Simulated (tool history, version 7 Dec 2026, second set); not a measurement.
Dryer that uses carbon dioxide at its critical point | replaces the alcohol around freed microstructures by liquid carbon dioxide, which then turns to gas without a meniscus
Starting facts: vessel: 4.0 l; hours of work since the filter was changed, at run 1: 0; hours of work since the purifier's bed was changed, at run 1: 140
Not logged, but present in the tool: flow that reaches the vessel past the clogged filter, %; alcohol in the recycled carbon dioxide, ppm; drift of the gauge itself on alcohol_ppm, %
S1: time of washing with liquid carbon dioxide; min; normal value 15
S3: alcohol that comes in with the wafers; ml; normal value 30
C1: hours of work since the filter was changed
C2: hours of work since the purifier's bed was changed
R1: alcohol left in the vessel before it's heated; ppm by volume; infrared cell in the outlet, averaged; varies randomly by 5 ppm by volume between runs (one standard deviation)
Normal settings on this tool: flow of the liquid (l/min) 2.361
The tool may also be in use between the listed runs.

Run 1, day 0.000: usual settings; C1 0; C2 140. Result: R1 12 ppm by volume.
Run 2, day 0.271: usual settings; C1 2; C2 142. Result: R1 18 ppm by volume.
Run 3, day 0.475: usual settings; C1 4; C2 144. Result: R1 27 ppm by volume.
Run 4, day 0.804: usual settings; C1 7; C2 147. Result: R1 22 ppm by volume.
Run 5, day 1.125: usual settings but S3 22 ml; C1 10; C2 149. Result: R1 23 ppm by volume.
Run 6, day 1.492: usual settings but S3 22 ml; C1 13; C2 153. Result: R1 20 ppm by volume.
Run 7, day 1.938: usual settings but S3 22 ml; C1 17; C2 156. Result: R1 14 ppm by volume.
Run 8, day 2.154: usual settings but S3 22 ml; C1 19; C2 158. Result: R1 23 ppm by volume.
Run 9, day 2.600: usual settings but S1 19 min, flow of the liquid (l/min) 3.340, S3 36 ml; C1 22; C2 162. Result: R1 27 ppm by volume.
Run 10, day 3.042: usual settings but S1 11 min, flow of the liquid (l/min) 2.840, S3 25 ml; C1 26; C2 166. Result: R1 28 ppm by volume.
Run 11, day 3.521: usual settings but S1 11 min, flow of the liquid (l/min) 2.840, S3 25 ml; C1 30; C2 170. Result: R1 21 ppm by volume.

Here are 3 independent what-if runs from the current tool condition. What would each one return?
Run A, day 4.000: usual settings but flow of the liquid (l/min) 3.160; C1 35; C2 174. Result: R1 ?.
Run B, day 4.000: usual settings but flow of the liquid (l/min) 1.470; C1 35; C2 174. Result: R1 ?.
Run C, day 4.000: usual settings but S1 13 min, flow of the liquid (l/min) 3.550, S3 80 ml; C1 35; C2 174. Result: R1 ?.

run  R1
  A  22
  B  74
  C  28
What these runs would have given with no unlogged condition in the tool:
run  R1
  A   7
  B  55
  C  11

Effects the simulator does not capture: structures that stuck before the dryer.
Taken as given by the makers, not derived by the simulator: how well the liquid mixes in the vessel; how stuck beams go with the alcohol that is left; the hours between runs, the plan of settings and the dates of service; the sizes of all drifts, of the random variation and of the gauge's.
